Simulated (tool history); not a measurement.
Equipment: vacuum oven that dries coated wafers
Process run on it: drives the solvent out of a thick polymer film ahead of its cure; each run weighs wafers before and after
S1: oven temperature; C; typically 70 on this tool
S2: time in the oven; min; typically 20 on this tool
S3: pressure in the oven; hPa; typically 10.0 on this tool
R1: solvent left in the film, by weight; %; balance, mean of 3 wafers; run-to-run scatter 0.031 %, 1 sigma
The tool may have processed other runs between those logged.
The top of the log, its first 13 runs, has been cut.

run	hour	S1	S2	S3	R1
14	144.0	72	20	8.5	2.49
15	160.0	72	20	8.5	2.51
16	171.4	70	20	10.0	3.06
17	179.2	70	20	10.0	3.09
18	186.8	70	14	14.9	4.77
19	194.5	63	21	16.2	5.35
20	207.5	63	21	16.2	5.39
21	214.3	68	23	5.0	2.79
22	230.5	65	22	7.5	3.95
23	243.6	65	22	7.5	3.94
24	255.3	65	22	7.5	3.96
25	270.3	65	22	7.5	3.92
26	281.5	83	11	11.9	2.10
27	297.1	83	11	11.9	2.10
28	312.6	69	11	31.3	6.86
29	328.8	69	11	31.3	6.77
30	335.5	69	11	31.3	6.77
31	346.7	70	20	17.2	3.54
32	354.9	79	20	11.3	1.30
33	362.3	79	20	11.3	1.28

Below are 3 alternative next runs, each starting from the tool's condition after run 33. Predict each:
A	378.6	56	13	7.3	?
B	378.6	71	20	10.0	?
C	378.6	55	11	9.2	?

run	R1
A	8.38
B	2.73
C	9.17
Take away the tool's hidden state, keep each run's random variation, and the runs would have read:
run	R1
A	8.42
B	2.78
C	9.20
